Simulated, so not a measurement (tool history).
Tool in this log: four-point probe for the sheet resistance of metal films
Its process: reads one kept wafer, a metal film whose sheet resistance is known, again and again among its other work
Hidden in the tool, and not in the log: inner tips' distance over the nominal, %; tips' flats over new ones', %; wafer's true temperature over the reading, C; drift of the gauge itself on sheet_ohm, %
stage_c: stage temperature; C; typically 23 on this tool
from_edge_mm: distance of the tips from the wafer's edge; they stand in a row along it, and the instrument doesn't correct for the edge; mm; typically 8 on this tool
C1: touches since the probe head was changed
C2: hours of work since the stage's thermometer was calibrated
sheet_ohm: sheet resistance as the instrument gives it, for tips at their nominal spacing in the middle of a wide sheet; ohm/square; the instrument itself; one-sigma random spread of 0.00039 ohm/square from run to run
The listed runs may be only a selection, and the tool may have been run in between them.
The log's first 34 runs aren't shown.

{"run": 35, "day": 101.446, "stage_c": 25, "from_edge_mm": 26, "C1": 3802, "C2": 1931, "sheet_ohm": 1.917621}
{"run": 36, "day": 103.462, "stage_c": 32, "from_edge_mm": 9, "C1": 6069, "C2": 1958, "sheet_ohm": 1.924788}
{"run": 37, "day": 105.325, "stage_c": 25, "from_edge_mm": 20, "C1": 8160, "C2": 1983, "sheet_ohm": 1.92034}
{"run": 38, "day": 107.325, "stage_c": 33, "from_edge_mm": 3, "C1": 10408, "C2": 2010, "sheet_ohm": 2.070002}
{"run": 39, "day": 110.046, "stage_c": 25, "from_edge_mm": 7, "C1": 13465, "C2": 2046, "sheet_ohm": 1.950401}
{"run": 40, "day": 112.296, "stage_c": 24, "from_edge_mm": 40, "C1": 15994, "C2": 2077, "sheet_ohm": 1.919926}
{"run": 41, "day": 114.521, "stage_c": 24, "from_edge_mm": 40, "C1": 18494, "C2": 2107, "sheet_ohm": 1.920788}
{"run": 42, "day": 117.533, "stage_c": 24, "from_edge_mm": 27, "C1": 21878, "C2": 2147, "sheet_ohm": 1.92105}
{"run": 43, "day": 121.612, "stage_c": 21, "from_edge_mm": 37, "C1": 26459, "C2": 2202, "sheet_ohm": 1.926549}
{"run": 44, "day": 124.925, "stage_c": 21, "from_edge_mm": 18, "C1": 30182, "C2": 2247, "sheet_ohm": 1.930647}
{"run": 45, "day": 126.571, "stage_c": 28, "from_edge_mm": 31, "C1": 32032, "C2": 2269, "sheet_ohm": 1.915992}

Below are 4 alternative next runs, each starting from the tool's condition after run 45. Predict each:
{"run": "A", "day": 128.492, "stage_c": 18, "from_edge_mm": 32, "C1": 34187, "C2": 2294, "sheet_ohm": "?"}
{"run": "B", "day": 128.492, "stage_c": 28, "from_edge_mm": 9, "C1": 34187, "C2": 2294, "sheet_ohm": "?"}
{"run": "C", "day": 128.492, "stage_c": 23, "from_edge_mm": 4, "C1": 34187, "C2": 2294, "sheet_ohm": "?"}
{"run": "D", "day": 128.492, "stage_c": 30, "from_edge_mm": 55, "C1": 34187, "C2": 2294, "sheet_ohm": "?"}

run=A sheet_ohm=1.933342
run=B sheet_ohm=1.935516
run=C sheet_ohm=2.021740
run=D sheet_ohm=1.912188
With the hidden condition removed and each run's random variation left untouched, the same runs would have given:
run=A sheet_ohm=1.930600
run=B sheet_ohm=1.932834
run=C sheet_ohm=2.018908
run=D sheet_ohm=1.909549
